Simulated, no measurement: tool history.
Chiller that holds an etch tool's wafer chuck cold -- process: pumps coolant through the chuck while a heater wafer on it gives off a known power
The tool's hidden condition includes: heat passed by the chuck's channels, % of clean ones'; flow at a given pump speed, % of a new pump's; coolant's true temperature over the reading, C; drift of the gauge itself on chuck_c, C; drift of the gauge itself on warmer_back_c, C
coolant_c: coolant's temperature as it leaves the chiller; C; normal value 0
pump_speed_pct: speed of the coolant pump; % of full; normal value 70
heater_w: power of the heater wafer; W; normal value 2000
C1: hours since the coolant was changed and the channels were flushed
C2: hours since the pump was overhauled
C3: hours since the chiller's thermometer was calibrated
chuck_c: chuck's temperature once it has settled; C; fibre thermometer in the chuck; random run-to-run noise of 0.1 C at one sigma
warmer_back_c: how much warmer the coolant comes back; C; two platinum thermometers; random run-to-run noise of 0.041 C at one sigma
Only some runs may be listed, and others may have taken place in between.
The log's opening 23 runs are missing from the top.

Run 24, hour 531.8: usual settings but coolant_c -9 C, pump_speed_pct 96 % of full, heater_w 1237 W; C1 8305; C2 1738; C3 316. Result: chuck_c 4.5 C, warmer_back_c 4.23 C.
Run 25, hour 554.8: usual settings but coolant_c -9 C, pump_speed_pct 96 % of full, heater_w 1237 W; C1 8328; C2 1761; C3 339. Result: chuck_c 4.5 C, warmer_back_c 4.19 C.
Run 26, hour 577.7: usual settings but coolant_c 1 C, pump_speed_pct 60 % of full, heater_w 1726 W; C1 8351; C2 1784; C3 362. Result: chuck_c 28.4 C, warmer_back_c 9.71 C.
Run 27, hour 604.7: usual settings but coolant_c 1 C, pump_speed_pct 60 % of full, heater_w 1726 W; C1 8378; C2 1811; C3 389. Result: chuck_c 28.4 C, warmer_back_c 9.74 C.
Run 28, hour 635.7: usual settings but coolant_c 1 C, pump_speed_pct 60 % of full, heater_w 1726 W; C1 8409; C2 1842; C3 420. Result: chuck_c 28.4 C, warmer_back_c 9.68 C.
Run 29, hour 652.3: usual settings but coolant_c 3 C, heater_w 1729 W; C1 8425; C2 1859; C3 437. Result: chuck_c 27.3 C, warmer_back_c 8.39 C.
Run 30, hour 676.9: usual settings but coolant_c -8 C, pump_speed_pct 91 % of full, heater_w 2135 W; C1 8450; C2 1883; C3 461. Result: chuck_c 16.4 C, warmer_back_c 7.78 C.
Run 31, hour 691.4: usual settings but coolant_c 7 C, pump_speed_pct 69 % of full, heater_w 1086 W; C1 8464; C2 1898; C3 476. Result: chuck_c 22.7 C, warmer_back_c 5.28 C.

Predict each of these 3 candidate next runs independently; none follows another, all start after run 31:
Run A, hour 724.7: usual settings but pump_speed_pct 94 % of full; C1 8498; C2 1931; C3 509. Result: chuck_c ?, warmer_back_c ?.
Run B, hour 724.7: usual settings but pump_speed_pct 77 % of full, heater_w 1937 W; C1 8498; C2 1931; C3 509. Result: chuck_c ?, warmer_back_c ?.
Run C, hour 724.7: usual settings but coolant_c 7 C, pump_speed_pct 81 % of full, heater_w 1086 W; C1 8498; C2 1931; C3 509. Result: chuck_c ?, warmer_back_c ?.

run  chuck_c  warmer_back_c
  A     22.2           6.96
  B     25.3           8.49
  C     20.7           4.48
Had the tool no hidden state, the same runs would have come out as:
run  chuck_c  warmer_back_c
  A     19.9           6.85
  B     22.7           8.35
  C     19.3           4.41

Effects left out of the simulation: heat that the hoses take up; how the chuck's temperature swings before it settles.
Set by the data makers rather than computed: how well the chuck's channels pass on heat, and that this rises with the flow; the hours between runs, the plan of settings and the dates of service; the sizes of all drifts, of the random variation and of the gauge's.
